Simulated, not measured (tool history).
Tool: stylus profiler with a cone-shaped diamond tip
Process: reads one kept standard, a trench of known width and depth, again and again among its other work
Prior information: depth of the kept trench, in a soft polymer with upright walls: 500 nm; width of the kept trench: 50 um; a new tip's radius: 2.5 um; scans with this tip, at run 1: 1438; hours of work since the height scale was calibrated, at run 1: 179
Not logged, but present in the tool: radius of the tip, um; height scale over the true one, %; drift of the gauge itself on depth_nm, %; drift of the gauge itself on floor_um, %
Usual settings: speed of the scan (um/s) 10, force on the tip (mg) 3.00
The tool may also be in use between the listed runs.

run	hour	speed of the scan (um/s)	force on the tip (mg)	scans with this tip	hours of work since the height scale was calibrated	depth of the trench (Å)	width of the trench's floor (µm)
1	0.0	10	3.00	1438	179	5072.3	46.79
2	7.9	10	3.00	1480	184	5071.7	46.78
3	17.3	10	3.00	1531	190	5070.6	46.78
4	36.0	10	3.00	1631	203	5071.5	46.82
5	44.4	10	3.00	1676	208	5071.1	46.74
6	57.7	10	3.00	1747	217	5068.9	46.78
7	67.0	10	3.00	1796	223	5070.5	46.71
8	85.6	10	3.00	1896	235	5069.9	46.78
9	104.2	10	3.00	1995	248	5072.5	46.76
10	119.3	10	3.00	2075	258	5070.0	46.76
11	133.6	10	1.11	2152	267	5036.1	46.75
12	145.5	10	1.11	2215	275	5033.9	46.74
13	164.2	10	1.11	2315	288	5032.8	46.74
14	178.9	10	1.11	2394	297	5035.0	46.67
15	186.6	4	8.86	2435	302	5150.5	46.73
16	198.7	9	7.94	2500	310	5136.2	46.75
# hour 200.8: height scale calibrated on a step standard
17	212.2	18	1.96	2569	8	5048.5	46.69
18	228.8	21	3.90	2658	19	5080.7	46.65
# hour 236.3: height scale calibrated on a step standard, once more
19	241.1	21	3.90	2721	3	5090.2	46.63
20	249.5	4	7.86	2766	9	5142.7	46.70
21	258.1	6	3.00	2812	14	5074.2	46.68
22	268.0	23	8.81	2865	21	5155.5	46.65
23	280.1	4	2.14	2929	29	5061.3	46.63
24	296.1	4	2.14	3015	40	5059.3	46.67
25	308.9	2	3.45	3083	48	5082.0	46.69
26	318.6	2	3.45	3135	55	5081.9	46.68
27	333.3	37	1.64	3213	64	5050.6	46.54

Branching from run 27: 3 alternative next runs. What would each branch give?
A	351.4	12	4.15	3310	76	?	?
B	351.4	10	2.96	3310	76	?	?
C	351.4	3	1.98	3310	76	?	?

run	depth of the trench (Å)	width of the trench's floor (µm)
A	5092.9	46.66
B	5073.7	46.61
C	5055.7	46.65
With the hidden condition removed and each run's random variation left untouched, the same runs would have given:
run	depth of the trench (Å)	width of the trench's floor (µm)
A	5091.1	46.99
B	5071.9	46.95
C	5053.8	46.98
